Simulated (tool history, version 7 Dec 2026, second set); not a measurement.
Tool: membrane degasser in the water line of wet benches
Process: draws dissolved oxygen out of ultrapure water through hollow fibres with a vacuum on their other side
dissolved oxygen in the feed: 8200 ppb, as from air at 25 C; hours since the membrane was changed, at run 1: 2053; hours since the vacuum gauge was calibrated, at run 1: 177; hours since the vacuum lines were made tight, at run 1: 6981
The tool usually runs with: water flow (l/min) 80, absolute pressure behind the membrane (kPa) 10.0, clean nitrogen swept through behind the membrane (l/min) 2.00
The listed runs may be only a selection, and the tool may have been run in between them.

run,hour,water flow (l/min),absolute pressure behind the membrane (kPa),clean nitrogen swept through behind the membrane (l/min),hours since the membrane was changed,hours since the vacuum gauge was calibrated,hours since the vacuum lines were made tight,dissolved oxygen in the water behind the degasser (ppb),pressure that the water loses in the fibres (kPa)
1,0.0,80,10.0,2.00,2053,177,6981,616.4,59.95
2,131.0,80,10.0,1.87,2184,308,7112,634.9,59.98
3,223.6,80,10.0,1.87,2276,400,7205,638.6,59.98
4,363.2,80,10.0,1.87,2416,540,7344,638.0,60.61
5,493.9,80,10.0,1.87,2546,671,7475,645.9,60.13
6,624.1,80,10.0,1.87,2677,801,7605,644.3,60.51
7,734.4,80,10.0,1.87,2787,911,7716,649.3,60.44
8,834.6,80,10.0,1.87,2887,1011,7816,644.2,60.53
9,960.5,55,10.0,2.00,3013,1137,7942,413.5,41.70
10,1102.7,55,10.0,2.00,3155,1279,8084,401.7,41.54
11,1232.8,80,14.4,2.00,3285,1410,8214,917.6,61.19
# hour 1240.8: vacuum gauge calibrated
12,1301.3,80,14.4,2.00,3353,61,8282,923.7,60.49
13,1369.9,80,14.4,2.00,3422,129,8351,919.6,60.70
14,1467.0,80,12.8,2.00,3519,226,8448,820.1,60.75
15,1545.4,80,12.8,2.00,3597,305,8526,820.1,60.97
# hour 1582.2: seals of the vacuum lines changed
16,1662.5,80,10.0,2.00,3713,420,80,629.5,61.48
# hour 1758.1: vacuum gauge calibrated, once more
17,1799.8,80,10.0,2.00,3849,42,217,623.8,61.22
18,1953.7,113,22.2,2.00,4003,196,371,1851.1,86.42
19,2060.2,75,7.0,1.43,4110,302,478,447.4,57.21
20,2164.6,98,8.4,3.68,4214,407,582,484.4,74.87
21,2228.8,76,19.2,0.96,4278,471,646,1868.6,58.15
22,2342.2,83,10.0,2.00,4392,584,760,646.6,63.74
23,2450.9,75,7.6,2.00,4500,693,868,417.1,57.98
24,2571.2,51,13.6,1.84,4621,813,988,607.1,39.62
25,2689.4,51,13.6,1.84,4739,931,1107,597.4,39.15
26,2772.9,87,10.0,3.68,4822,1015,1190,481.3,67.29
27,2852.8,87,10.0,3.68,4902,1095,1270,487.3,67.41
28,2927.7,80,8.1,2.00,4977,1170,1345,484.7,61.60
29,3070.8,92,13.4,1.28,5120,1313,1488,1287.1,71.12
30,3211.5,67,12.5,2.05,5261,1453,1629,648.6,51.94
31,3322.6,58,21.5,0.81,5372,1565,1740,1916.2,44.88
32,3445.1,58,11.2,4.17,5495,1687,1862,286.1,45.06

Forecast each of these 3 alternatives for the next run:
A,3551.1,80,10.0,1.14,5601,1793,1968,?,?
B,3551.1,105,10.0,1.71,5601,1793,1968,?,?
C,3551.1,75,11.2,3.26,5601,1793,1968,?,?

run,dissolved oxygen in the water behind the degasser (ppb),pressure that the water loses in the fibres (kPa)
A,888.9,62.17
B,942.9,81.38
C,476.8,58.26
The same runs, with their run-to-run variation unchanged, on a tool lacking any hidden condition would have given:
run,dissolved oxygen in the water behind the degasser (ppb),pressure that the water loses in the fibres (kPa)
A,861.9,58.85
B,898.1,77.04
C,454.0,55.16

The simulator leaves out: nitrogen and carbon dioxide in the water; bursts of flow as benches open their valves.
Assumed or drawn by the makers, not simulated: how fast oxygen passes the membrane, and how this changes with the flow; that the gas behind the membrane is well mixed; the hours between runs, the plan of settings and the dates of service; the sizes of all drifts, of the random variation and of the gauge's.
